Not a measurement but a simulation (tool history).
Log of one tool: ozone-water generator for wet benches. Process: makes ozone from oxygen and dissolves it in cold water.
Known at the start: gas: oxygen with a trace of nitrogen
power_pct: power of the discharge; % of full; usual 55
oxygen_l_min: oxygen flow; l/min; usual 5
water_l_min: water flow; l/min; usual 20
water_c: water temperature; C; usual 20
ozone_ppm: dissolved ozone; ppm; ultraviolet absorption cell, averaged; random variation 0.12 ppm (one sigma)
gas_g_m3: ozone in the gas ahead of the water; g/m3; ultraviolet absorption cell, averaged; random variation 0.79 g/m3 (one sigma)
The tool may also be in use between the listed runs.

run	hour	power_pct	oxygen_l_min	water_l_min	water_c	ozone_ppm	gas_g_m3
1	0	55	5	20	20	11.8	121
2	41.2	55	5	20	20	11.7	120.2
3	86.4	55	5	20	20	11.8	120.5
4	110.7	55	5	15	20	14.7	119.6
5	147.1	55	5	15	20	14.8	119.7
6	194.1	55	5	15	18	15.4	121.2
7	237.4	55	5	15	18	15.3	120.4
8	274.2	55	5	15	18	15.2	120.3
9	297.7	55	5	15	18	15.4	120.1
10	327	55	5	15	18	15.3	120
# hour 335.7: contactor cleaned
# hour 360.1: water thermometer calibrated
11	368.6	55	5	15	21	14.5	119.5
12	413.7	55	5	15	21	14.3	119.3
13	438.2	55	5	15	21	14.3	119.4
14	470.3	65	2.79	31	18	6.9	169.3
15	504.1	97	2.75	19	22	14.2	210.6
# hour 538.2: contactor cleaned, once more
16	538.2	55	2.6	20	26	9.9	160.3
17	567	55	2.6	20	26	9.9	159.6
18	618.1	55	5.05	20	26	10.7	120.2
19	666.2	83	2.85	20	20	13.2	188.1
20	701.9	81	5.05	18	12	17.9	145.4
21	734.8	46	5	20	20	10.6	108.5
22	773.5	57	5.53	20	17	12.7	115.6

Some steps in ozone_ppm between neighbouring runs. How much of each would the tool show without its hidden state too (settings, what came in, random variation), and how much is left for the hidden state, with any gauge scatter that isn't in both results?
The hidden state here: yield of the discharge, % of new electrodes'; contactor's efficiency, % of a clean one's; true water temperature over the reading, C; drift of the gauge itself on ozone_ppm, %; drift of the gauge itself on gas_g_m3, %.
Run 13 -> 14: power_pct 55 -> 65, oxygen_l_min 5 -> 2.79, water_l_min 15 -> 31, water_c 21 -> 18. ozone_ppm -7.4 ppm: hidden state +0.3, all else -7.7.
Run 14 -> 15: power_pct 65 -> 97, oxygen_l_min 2.79 -> 2.75, water_l_min 31 -> 19, water_c 18 -> 22. ozone_ppm +7.3 ppm: hidden state -0.6, all else +7.9.
Run 15 -> 16: power_pct 97 -> 55, oxygen_l_min 2.75 -> 2.6, water_l_min 19 -> 20, water_c 22 -> 26, contactor cleaned, once more. ozone_ppm -4.3 ppm: hidden state +0.9, all else -5.2.
